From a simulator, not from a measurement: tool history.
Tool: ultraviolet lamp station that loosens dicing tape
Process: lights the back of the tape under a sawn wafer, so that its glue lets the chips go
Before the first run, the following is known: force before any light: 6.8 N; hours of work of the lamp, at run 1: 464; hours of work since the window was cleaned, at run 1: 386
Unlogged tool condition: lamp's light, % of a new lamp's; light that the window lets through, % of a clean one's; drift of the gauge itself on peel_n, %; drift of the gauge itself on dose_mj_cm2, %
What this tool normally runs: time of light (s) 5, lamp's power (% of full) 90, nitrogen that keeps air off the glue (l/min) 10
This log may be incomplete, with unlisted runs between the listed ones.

| run | day | time of light (s) | lamp's power (% of full) | nitrogen that keeps air off the glue (l/min) | hours of work of the lamp | hours of work since the window was cleaned | force that peels the tape off (N) | light that reached the tape (mJ/cm2) |
|---|---|---|---|---|---|---|---|---|
| 1 | 0 | 5 | 90 | 10 | 464 | 386 | 0.261 | 224 |
| 2 | 2.012 | 5 | 80 | 10 | 492 | 414 | 0.377 | 194 |
| 3 | 3.833 | 5 | 80 | 10 | 518 | 440 | 0.394 | 193 |
| 4 | 7.467 | 5 | 80 | 10 | 570 | 491 | 0.417 | 190 |
| 5 | 9.354 | 5 | 80 | 18 | 596 | 518 | 0.314 | 184 |
|  | 9.938 | window cleaned of glue's vapour |
| 6 | 11.154 | 5 | 80 | 18 | 622 | 17 | 0.38 | 165 |
| 7 | 14.483 | 5 | 80 | 18 | 669 | 64 | 0.393 | 168 |
| 8 | 17.258 | 5 | 80 | 18 | 708 | 104 | 0.411 | 164 |
|  | 17.65 | window cleaned of glue's vapour, once more |
| 9 | 19.638 | 2 | 60 | 3 | 741 | 28 | 3.408 | 64 |
| 10 | 23.492 | 5 | 85 | 7 | 796 | 83 | 0.411 | 215 |
| 11 | 26.688 | 5 | 85 | 7 | 841 | 128 | 0.404 | 205 |
| 12 | 30.225 | 4 | 80 | 10 | 891 | 178 | 0.639 | 156 |
| 13 | 33.633 | 5 | 96 | 13 | 939 | 226 | 0.239 | 223 |

Consider 5 possible next runs. They are alternatives, not a sequence: every one starts from the tool as it was left by run 13. What does each give?
| A | 35.379 | 4 | 68 | 6 | 964 | 251 | ? | ? |
| B | 35.379 | 5 | 90 | 7 | 964 | 251 | ? | ? |
| C | 35.379 | 10 | 74 | 3 | 964 | 251 | ? | ? |
| D | 35.379 | 3 | 63 | 13 | 964 | 251 | ? | ? |
| E | 35.379 | 2 | 63 | 9 | 964 | 251 | ? | ? |

| run | force that peels the tape off (N) | light that reached the tape (mJ/cm2) |
|---|---|---|
| A | 1.328 | 127 |
| B | 0.42 | 209 |
| C | 0.269 | 337 |
| D | 1.553 | 88 |
| E | 2.757 | 55 |
Without the tool's unlogged condition, the same runs would have read:
| run | force that peels the tape off (N) | light that reached the tape (mJ/cm2) |
|---|---|---|
| A | 0.76 | 171 |
| B | 0.201 | 283 |
| C | 0.139 | 458 |
| D | 0.941 | 119 |
| E | 2.019 | 76 |
